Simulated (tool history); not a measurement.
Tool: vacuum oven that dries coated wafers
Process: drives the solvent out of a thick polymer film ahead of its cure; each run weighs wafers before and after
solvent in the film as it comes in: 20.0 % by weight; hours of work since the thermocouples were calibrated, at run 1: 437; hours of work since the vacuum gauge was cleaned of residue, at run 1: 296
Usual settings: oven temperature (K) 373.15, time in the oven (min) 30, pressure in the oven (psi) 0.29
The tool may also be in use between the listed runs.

run   hour  oven temperature (K)  time in the oven (min)  pressure in the oven (psi)  hours of work since the thermocouples were calibrated  hours of work since the vacuum gauge was cleaned of residue  solvent left in the film (%)
  1      0                373.15                      30                        0.29                                                    437                                                          296                          2.51
  2   12.6                373.15                      41                        0.29                                                    447                                                          306                             2
  3   20.9                373.15                      30                        0.29                                                    453                                                          312                          2.59
  4   31.2                373.15                      30                        0.29                                                    461                                                          320                          2.62
  5   41.3                373.15                      30                        0.29                                                    469                                                          328                          2.62
  6   53.8                376.15                      30                        0.29                                                    479                                                          338                          1.95
  7   69.8                376.15                      30                        0.29                                                    491                                                          350                          1.98
  8   82.4                376.15                      30                        0.29                                                    501                                                          360                          1.91
  9   99.3                376.15                      30                        0.29                                                    514                                                          373                          2.04
 10    110                370.15                      30                        0.29                                                    522                                                          382                          3.43
 11  117.8                370.15                      30                        0.29                                                    528                                                          388                          3.36
 12  135.7                370.15                      30                        0.29                                                    542                                                          401                          3.38
 13  148.1                370.15                      30                        0.29                                                    552                                                          411                          3.39
 14  159.6                370.15                      30                        0.29                                                    561                                                          420                          3.42
 15    169                373.15                      33                        0.29                                                    568                                                          427                          2.47
 16  186.1                373.15                      33                        0.29                                                    581                                                          441                          2.46
 17  199.1                373.15                      33                        0.29                                                    591                                                          451                           2.4
 18  209.5                373.15                      33                        0.29                                                    600                                                          459                           2.4
 19  228.4                376.15                      33                        0.29                                                    614                                                          473                          1.92
 20  236.6                376.15                      33                        0.29                                                    621                                                          480                          1.86
 21  250.3                384.15                      51                       0.213                                                    631                                                          490                          0.93
 22  263.9                366.15                      51                       0.648                                                    642                                                          501                          5.57
 23  279.1                373.15                      27                        0.74                                                    654                                                          513                          5.32
 24  292.2                373.15                      27                        0.74                                                    664                                                          523                          5.21
 25  303.4                373.15                      27                        0.74                                                    672                                                          532                          5.26
 26  317.1                373.15                      27                        0.74                                                    683                                                          542                          5.23
 27    330                373.15                      27                       0.677                                                    693                                                          552                          5.01
 28  342.2                373.15                      27                       0.677                                                    702                                                          562                          5.02
 29  360.4                373.15                      27                       0.677                                                    717                                                          576                          4.89
 30  368.5                372.15                      23                       0.677                                                    723                                                          582                          5.78
 31  385.4                372.15                      23                       0.677                                                    736                                                          595                          5.85
 32  403.6                372.15                      23                       0.677                                                    750                                                          609                          5.75
 33  416.1                379.15                      34                       0.447                                                    760                                                          619                          2.21
 34  432.9                373.15                      22                       0.168                                                    773                                                          632                           3.2
 35    445                380.15                      34                        0.29                                                    782                                                          642                          1.36
 36  460.8                359.15                      16                        0.29                                                    795                                                          654                         11.09
 37  469.7                361.15                      18                         0.5                                                    801                                                          661                         10.89
 38  480.5                387.15                      38                       0.599                                                    810                                                          669                          2.09

5 ways to go on from here, each from the tool as it stands after run 38. What would each give?
  A  498.8                377.15                      52                       0.277                                                    824                                                          683                             ?
  B  498.8                376.15                      38                       0.599                                                    824                                                          683                             ?
  C  498.8                387.15                      23                       0.574                                                    824                                                          683                             ?
  D  498.8                366.15                      38                       0.146                                                    824                                                          683                             ?
  E  498.8                373.15                      18                       0.603                                                    824                                                          683                             ?

run  solvent left in the film (%)
  A                          1.52
  B                          3.34
  C                          2.14
  D                          3.02
  E                          6.08
Without the tool's hidden state the same runs would have given:
run  solvent left in the film (%)
  A                          1.39
  B                          3.12
  C                          2.01
  D                          2.65
  E                          5.67

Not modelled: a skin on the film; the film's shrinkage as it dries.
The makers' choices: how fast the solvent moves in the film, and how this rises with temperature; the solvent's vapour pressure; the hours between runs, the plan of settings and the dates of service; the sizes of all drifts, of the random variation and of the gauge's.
